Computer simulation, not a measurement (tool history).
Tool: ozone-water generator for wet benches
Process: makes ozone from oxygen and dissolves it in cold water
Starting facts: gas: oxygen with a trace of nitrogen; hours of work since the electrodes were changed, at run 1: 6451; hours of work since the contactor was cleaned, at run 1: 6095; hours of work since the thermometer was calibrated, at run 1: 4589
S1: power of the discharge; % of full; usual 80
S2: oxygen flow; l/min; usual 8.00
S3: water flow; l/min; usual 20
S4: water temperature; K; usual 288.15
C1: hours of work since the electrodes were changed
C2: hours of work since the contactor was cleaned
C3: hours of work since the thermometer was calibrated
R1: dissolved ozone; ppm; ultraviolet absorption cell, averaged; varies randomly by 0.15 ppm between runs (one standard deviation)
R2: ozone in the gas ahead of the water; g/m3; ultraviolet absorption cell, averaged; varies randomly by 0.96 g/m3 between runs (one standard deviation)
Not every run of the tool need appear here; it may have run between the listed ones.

run    hour  S1     S2  S3      S4    C1    C2    C3    R1     R2
  1     0.0  80   8.00  20  288.15  6451  6095  4589  18.1  162.4
  2   178.7  80  12.59  20  288.15  6626  6270  4764  16.6  124.0
  3   321.8  80  12.59  20  288.15  6765  6409  4904  16.4  125.4
      460.0  -- water thermometer calibrated
  4   473.1  80  12.59  20  288.15  6913  6557    13  16.9  124.1
  5   609.9  80  12.59  20  288.15  7046  6690   147  16.7  123.6
  6   700.8  80  12.59  20  288.15  7135  6779   235  16.5  125.6
      798.8  -- contactor cleaned
  7   801.0  80   8.00  15  288.15  7229     2   329  23.3  164.3
  8   964.8  80   8.00  15  288.15  7389   162   489  22.9  165.1
  9  1126.8  80   8.00  15  288.15  7547   320   648  23.3  163.3
 10  1248.3  80   8.00  20  288.15  7666   439   766  18.2  165.1
 11  1406.1  80   8.00  28  288.15  7820   593   920  12.8  165.5
 12  1496.6  80   8.00  28  288.15  7909   682  1009  12.9  164.4
 13  1652.1  80   8.00  28  288.15  8061   834  1161  12.7  166.3
 14  1737.5  80   8.00  28  288.15  8144   917  1244  12.9  162.6
 15  1898.1  80   8.00  28  288.15  8301  1074  1401  13.0  165.1
 16  2077.9  80   8.00  28  288.15  8477  1250  1577  13.2  165.2
 17  2245.6  80   8.00  20  288.15  8641  1413  1741  18.1  164.9
 18  2343.3  80   8.00  20  288.15  8736  1509  1836  18.0  167.1
 19  2505.5  80   8.00  20  288.15  8894  1667  1994  17.9  166.4
 20  2602.0  80   4.45  20  288.15  8989  1762  2089  18.6  235.3
 21  2731.1  55   5.65  13  288.15  9115  1888  2215  20.1  148.9

What does the tool deliver on the next run?
 22  2843.2  55  5.62  13  288.15  9224  1997  2324   ?   ?

R1: 20.1 ppm
R2: 150.2 g/m3
Take away the tool's hidden state, keep the run-to-run variation as it was, and the same run would have given R1 20.1 ppm, R2 146.8 g/m3.
